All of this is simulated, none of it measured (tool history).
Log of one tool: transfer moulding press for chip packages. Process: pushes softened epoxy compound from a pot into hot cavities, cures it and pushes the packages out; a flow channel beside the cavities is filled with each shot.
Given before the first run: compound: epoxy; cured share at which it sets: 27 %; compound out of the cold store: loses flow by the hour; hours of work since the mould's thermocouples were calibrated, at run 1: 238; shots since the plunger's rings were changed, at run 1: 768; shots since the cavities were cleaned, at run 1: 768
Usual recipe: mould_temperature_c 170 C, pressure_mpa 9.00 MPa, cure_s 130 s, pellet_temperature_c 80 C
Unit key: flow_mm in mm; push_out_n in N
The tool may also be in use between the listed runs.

run   hour  mould_temperature_c  pressure_mpa  cure_s  pellet_temperature_c  hours of work since the mould's thermocouples were calibrated  shots since the plunger's rings were changed  shots since the cavities were cleaned  incoming compound's hours out of the cold store  flow_mm  push_out_n
  1    0.0                  170          9.00     130                    80                                                            238                                           768                                    768                                             14.8      847         756
  2   28.5                  173          9.00     130                    80                                                            259                                          1046                                   1046                                             10.3      855         743
      37.0  -- cavities cleaned with cleaning compound and waxed
  3   55.9                  173          9.00     130                    80                                                            277                                          1298                                    183                                             26.0      773         864
  4   75.3                  173          9.00     130                    80                                                            291                                          1488                                    373                                             20.3      795         890
  5   98.4                  173          9.00     130                    80                                                            307                                          1713                                    598                                             29.1      744         903
  6  124.9                  173          9.00     130                    80                                                            326                                          1972                                    857                                             41.5      693         873
  7  145.6                  173          9.00     130                    80                                                            341                                          2175                                   1060                                             16.3      816         889
     152.4  -- cavities cleaned with cleaning compound and waxed
     156.7  -- mould's thermocouples calibrated
  8  180.3                  173          9.00     130                    80                                                             17                                          2480                                    254                                             30.9      739         591
  9  197.5                  173          9.00     130                    80                                                             29                                          2647                                    421                                             27.4      753         605
     221.6  -- cavities cleaned with cleaning compound and waxed, once more
 10  225.9                  173          9.00     158                    80                                                             48                                          2910                                     42                                             16.3      798         430
 11  243.2                  173          9.00     158                    80                                                             61                                          3079                                    211                                             42.7      677         499
 12  273.5                  173          9.00     158                    80                                                             82                                          3375                                    507                                             45.9      661         599
 13  303.3                  173          9.00     158                    80                                                            104                                          3665                                    797                                             46.1      652         642
 14  321.4                  173          9.00     158                    80                                                            117                                          3842                                    974                                             38.1      690         667
     329.3  -- plunger's sealing rings changed
     341.2  -- cavities cleaned with cleaning compound and waxed
 15  344.1                  173          9.00     158                    80                                                            130                                           130                                     29                                             43.9      709         427
 16  373.9                  166          9.57     138                    80                                                            151                                           421                                    320                                             18.0      872         727
 17  387.4                  166          9.57     138                    80                                                            161                                           553                                    452                                             25.2      836         748
 18  403.0                  169          9.57     134                    70                                                            172                                           705                                    604                                             12.2      899         746
 19  419.6                  164          7.99     124                    70                                                            184                                           868                                    767                                             34.3      729        1160
 20  434.8                  171         10.89     130                    80                                                            195                                          1016                                    915                                             32.7      821         766
     456.8  -- cavities cleaned with cleaning compound and waxed
 21  461.4                  175          8.49     127                    84                                                            213                                          1261                                     45                                             36.9      708         464
 22  487.6                  175          8.34     127                    84                                                            231                                          1516                                    300                                             34.8      693         555
 23  504.1                  175          8.34     127                    84                                                            243                                          1678                                    462                                             34.7      701         603
 24  532.4                  162          9.11     127                    70                                                            263                                          1954                                    738                                             18.6      852        1380
 25  557.2                  162          9.11     127                    70                                                            281                                          2196                                    980                                             37.9      750        1325
     572.9  -- cavities cleaned with cleaning compound and waxed
 26  580.7                  162          8.69     127                    80                                                            297                                          2411                                     77                                             47.5      680         849
 27  595.8                  162          8.69     127                    80                                                            307                                          2558                                    224                                             40.6      720         985
 28  619.7                  170          9.00     114                    80                                                            325                                          2792                                    458                                             43.5      686         817

Difference, measured minus no-hidden-state, one row per run. Run-to-run variation is common to both terms; the gauge's own scatter need not be:
The tool's hidden condition here consists of: true mould temperature over the reading, C; pressure that reaches the compound, % of what is set; grip of the stained cavities, % over clean ones'; drift of the gauge itself on flow_mm, %; drift of the gauge itself on push_out_n, %.
run  flow_mm  push_out_n
  1      -13        +262
  2      -17        +288
  3      -18        +430
  4      -21        +438
  5      -23        +442
  6      -24        +428
  7      -30        +434
  8      -33        +122
  9      -35        +166
 10      -41         +20
 11      -38         +85
 12      -39        +177
 13      -43        +231
 14      -48        +257
 15       -3         +15
 16       -7        +166
 17       -8        +206
 18      -12        +241
 19      -11        +414
 20      -15        +288
 21      -15         +31
 22      -18        +122
 23      -20        +168
 24      -27        +496
 25      -27        +529
 26      -27        +105
 27      -30        +211
 28      -31        +239

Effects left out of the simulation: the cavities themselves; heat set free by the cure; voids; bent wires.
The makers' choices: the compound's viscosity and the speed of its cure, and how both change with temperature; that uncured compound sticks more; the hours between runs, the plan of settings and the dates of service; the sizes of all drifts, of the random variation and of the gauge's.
